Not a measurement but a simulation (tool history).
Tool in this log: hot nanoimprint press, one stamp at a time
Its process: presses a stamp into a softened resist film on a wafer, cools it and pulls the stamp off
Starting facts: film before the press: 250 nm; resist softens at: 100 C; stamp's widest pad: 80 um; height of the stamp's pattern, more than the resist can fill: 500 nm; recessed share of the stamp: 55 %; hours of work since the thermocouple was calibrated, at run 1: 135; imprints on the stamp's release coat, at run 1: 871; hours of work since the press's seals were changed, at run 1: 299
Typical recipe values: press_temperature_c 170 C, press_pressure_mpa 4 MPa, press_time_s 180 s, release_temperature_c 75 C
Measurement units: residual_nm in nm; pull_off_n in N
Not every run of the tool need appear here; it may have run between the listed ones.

run,hour,press_temperature_c,press_pressure_mpa,press_time_s,release_temperature_c,hours of work since the thermocouple was calibrated,imprints on the stamp's release coat,hours of work since the press's seals were changed,residual_nm,pull_off_n
1,0,170,4,180,75,135,871,299,108.3,204
2,13.7,160,4,180,75,142,917,306,147.6,213
3,33.5,170,4,180,70,152,983,316,107.9,229
4,50.5,170,4,180,70,161,1039,325,108,232
5,62.6,170,4,180,70,167,1079,331,108.3,234
6,78.4,170,4,180,70,175,1132,339,108.6,240
# hour 83.6: plate thermocouple calibrated
7,106.4,170,2.56,180,70,12,1215,352,129.6,242
8,119,170,2.56,180,70,18,1257,359,129.1,245
9,139.4,170,2.56,180,70,29,1325,369,129.2,249
# hour 152.4: plate thermocouple calibrated, once more
10,162.1,170,2.56,180,70,5,1391,379,133.8,259
11,179,170,2.61,262,75,14,1447,388,115.8,241
12,191.2,170,2.61,262,75,20,1488,394,115.9,237
13,217.1,170,3.28,155,75,33,1574,408,127,246
14,240.7,170,3.28,155,75,45,1653,420,127.1,244

Branching from run 14: 5 alternative next runs. What would each branch give?
A,264.6,170,2.57,180,75,58,1732,432,?,?
B,264.6,159,4,299,75,58,1732,432,?,?
C,264.6,159,4.57,97,75,58,1732,432,?,?
D,264.6,176,4.64,155,70,58,1732,432,?,?
E,264.6,177,4,180,67,58,1732,432,?,?

run,residual_nm,pull_off_n
A,132.5,251
B,130.8,253
C,175,253
D,90.6,274
E,89,292
The same runs, with their run-to-run variation unchanged, on a tool lacking any hidden condition would have given:
run,residual_nm,pull_off_n
A,132.3,166
B,130.6,167
C,174.6,167
D,90.3,182
E,88.7,193
